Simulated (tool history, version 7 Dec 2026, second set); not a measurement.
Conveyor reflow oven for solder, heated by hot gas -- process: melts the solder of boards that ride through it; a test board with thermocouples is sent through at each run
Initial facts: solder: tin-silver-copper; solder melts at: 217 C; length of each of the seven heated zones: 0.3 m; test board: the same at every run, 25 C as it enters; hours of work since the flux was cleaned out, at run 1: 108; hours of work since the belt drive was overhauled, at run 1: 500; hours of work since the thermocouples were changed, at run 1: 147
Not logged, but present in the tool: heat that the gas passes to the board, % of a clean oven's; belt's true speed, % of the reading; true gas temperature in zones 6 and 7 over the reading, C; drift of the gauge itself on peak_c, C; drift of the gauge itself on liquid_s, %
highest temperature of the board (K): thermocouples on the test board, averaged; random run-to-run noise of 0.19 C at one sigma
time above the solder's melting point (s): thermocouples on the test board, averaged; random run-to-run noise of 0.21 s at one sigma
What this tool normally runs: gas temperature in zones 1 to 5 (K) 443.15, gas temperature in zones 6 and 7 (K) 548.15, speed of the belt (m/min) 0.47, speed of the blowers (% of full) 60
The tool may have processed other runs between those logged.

run	hour	gas temperature in zones 1 to 5 (K)	gas temperature in zones 6 and 7 (K)	speed of the belt (m/min)	speed of the blowers (% of full)	hours of work since the flux was cleaned out	hours of work since the belt drive was overhauled	hours of work since the thermocouples were changed	highest temperature of the board (K)	time above the solder's melting point (s)
1	0	443.15	548.15	0.47	60	108	500	147	526.85	55.6
2	9	443.15	548.15	0.47	60	112	505	152	526.75	55.8
3	22.7	443.15	548.15	0.47	60	119	512	159	526.95	56
4	41.3	443.15	548.15	0.453	60	128	521	168	528.35	59.2
5	56	443.15	548.15	0.47	60	136	528	175	526.75	55.6
6	66	436.15	548.15	0.47	60	141	533	180	525.45	52.6
7	82.8	436.15	548.15	0.47	60	149	541	189	525.05	52.6
8	102.8	436.15	548.15	0.47	60	159	551	199	525.65	52.6
9	118.2	438.15	548.15	0.47	60	167	559	206	525.85	53.5
10	132.9	443.15	548.15	0.47	60	174	566	214	526.85	55.9
11	141.8	439.15	548.15	0.47	60	178	571	218	525.65	54.4
# hour 148.5: flux residue cleaned out of gas plates and filters
12	162.2	439.15	548.15	0.47	60	7	578	226	525.85	54
13	174.1	439.15	548.15	0.47	60	13	584	231	525.65	54
14	186.6	445.15	546.15	0.47	60	19	591	238	525.25	55.8
15	202	445.15	546.15	0.47	60	27	598	245	525.55	55.9
16	219.9	458.15	541.15	0.501	60	35	607	254	521.75	54
17	231	458.15	541.15	0.501	60	41	613	260	521.85	53.7
18	247.5	429.15	549.15	0.494	60	49	621	268	522.55	45.5
19	263.6	443.15	538.15	0.47	60	57	629	276	518.05	49.2
20	282	434.15	556.15	0.385	60	66	638	285	539.75	75.9
21	301.9	446.15	559.15	0.542	55	76	648	295	528.55	49.3
22	310.8	442.15	552.15	0.417	63	81	652	299	535.35	69.8
23	323.4	442.15	552.15	0.417	63	87	659	306	535.35	69.9
24	335.5	445.15	549.15	0.417	63	93	665	312	533.05	69.5
25	354.9	445.15	548.15	0.47	60	103	674	321	527.45	57.1

Alternative continuations, all from the tool just after run 25; predict every row:
A	374.3	445.15	560.15	0.47	60	112	684	331	?	?
B	374.3	453.15	554.15	0.47	60	112	684	331	?	?
C	374.3	443.15	537.15	0.47	60	112	684	331	?	?

run	highest temperature of the board (K)	time above the solder's melting point (s)
A	537.85	63.6
B	533.75	64.6
C	517.55	48.9
Without the tool's unlogged condition, the same runs would have read:
run	highest temperature of the board (K)	time above the solder's melting point (s)
A	537.85	63.5
B	533.75	64.5
C	517.55	48.9
